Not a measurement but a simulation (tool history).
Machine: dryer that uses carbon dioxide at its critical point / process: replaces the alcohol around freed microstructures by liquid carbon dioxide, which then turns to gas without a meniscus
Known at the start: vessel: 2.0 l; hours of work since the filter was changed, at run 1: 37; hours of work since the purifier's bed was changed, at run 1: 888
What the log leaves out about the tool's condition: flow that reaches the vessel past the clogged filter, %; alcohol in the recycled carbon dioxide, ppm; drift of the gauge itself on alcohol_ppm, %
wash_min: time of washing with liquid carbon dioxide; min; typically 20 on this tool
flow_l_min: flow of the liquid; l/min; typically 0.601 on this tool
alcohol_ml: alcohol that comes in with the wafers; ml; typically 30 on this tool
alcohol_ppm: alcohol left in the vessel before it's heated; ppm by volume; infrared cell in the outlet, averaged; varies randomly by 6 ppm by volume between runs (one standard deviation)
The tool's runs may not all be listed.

run,day,wash_min,flow_l_min,alcohol_ml,hours of work since the filter was changed,hours of work since the purifier's bed was changed,alcohol_ppm
1,0.000,20,0.601,30,37,888,400
2,0.858,20,0.907,30,48,899,202
3,2.342,20,0.907,30,67,918,213
4,3.717,20,0.907,30,84,935,221
5,5.504,14,0.601,30,107,958,1024
6,7.138,14,0.601,30,128,979,1035
7,8.517,14,0.601,30,145,996,1056
8,9.862,14,0.601,30,162,1013,1065
9,11.000,14,0.601,30,177,1028,1076
10,12.208,14,0.601,30,192,1043,1112
11,13.900,14,0.601,30,213,1064,1104
12,15.742,14,0.601,30,237,1088,1149
13,17.233,14,0.601,30,256,1107,1166
14,18.133,20,0.911,30,267,1118,254
15,19.112,20,0.601,30,279,1130,530
# day 20.917: purifier's bed changed
16,20.925,20,0.601,30,301,0,310
17,22.183,20,0.601,30,317,16,319
# day 22.521: inlet filter changed
18,23.467,20,0.601,30,12,32,238
19,24.312,20,0.601,30,23,43,237
20,25.600,20,0.601,30,39,59,244
21,27.404,20,0.601,30,62,82,250
22,29.133,20,0.601,30,84,104,268
23,30.575,20,0.601,30,102,122,268
24,31.546,25,0.851,37,114,134,41
25,32.642,18,0.460,30,128,148,974
26,34.092,18,0.460,30,147,166,975
27,35.250,14,0.601,76,161,181,2324
28,36.675,14,0.560,49,179,199,1824
29,37.908,14,0.560,49,195,215,1887
30,39.479,18,0.392,77,215,235,3921
31,40.546,18,0.392,77,228,248,3855
32,41.867,17,0.392,23,245,265,1387
33,43.046,17,0.531,23,260,280,681
34,44.008,29,0.934,23,272,292,63
35,44.871,15,0.425,30,283,303,2004
36,46.108,15,0.425,30,299,319,2004
37,47.167,15,0.425,30,312,332,2041
# day 47.854: inlet filter changed
38,48.112,20,0.979,69,3,343,100
39,49.904,20,0.601,32,26,366,319
40,51.412,20,0.601,32,45,385,311
41,52.921,20,0.614,106,64,404,817
42,54.425,13,0.395,30,83,423,2697
43,55.671,19,0.395,79,99,439,3219
44,56.696,19,0.395,79,112,452,3214
45,58.554,19,0.562,50,136,476,785

Same runs, no hidden state in the tool, same run-to-run variation:
run,alcohol_ppm
1,215
2,25
3,31
4,34
5,763
6,758
7,764
8,761
9,758
10,776
11,756
12,773
13,772
14,22
15,222
16,216
17,219
18,224
19,218
20,218
21,214
22,220
23,213
24,12
25,844
26,831
27,1984
28,1545
29,1578
30,3328
31,3238
32,1134
33,494
34,6
35,1624
36,1606
37,1620
38,32
39,238
40,221
41,682
42,2503
43,2910
44,2875
45,600

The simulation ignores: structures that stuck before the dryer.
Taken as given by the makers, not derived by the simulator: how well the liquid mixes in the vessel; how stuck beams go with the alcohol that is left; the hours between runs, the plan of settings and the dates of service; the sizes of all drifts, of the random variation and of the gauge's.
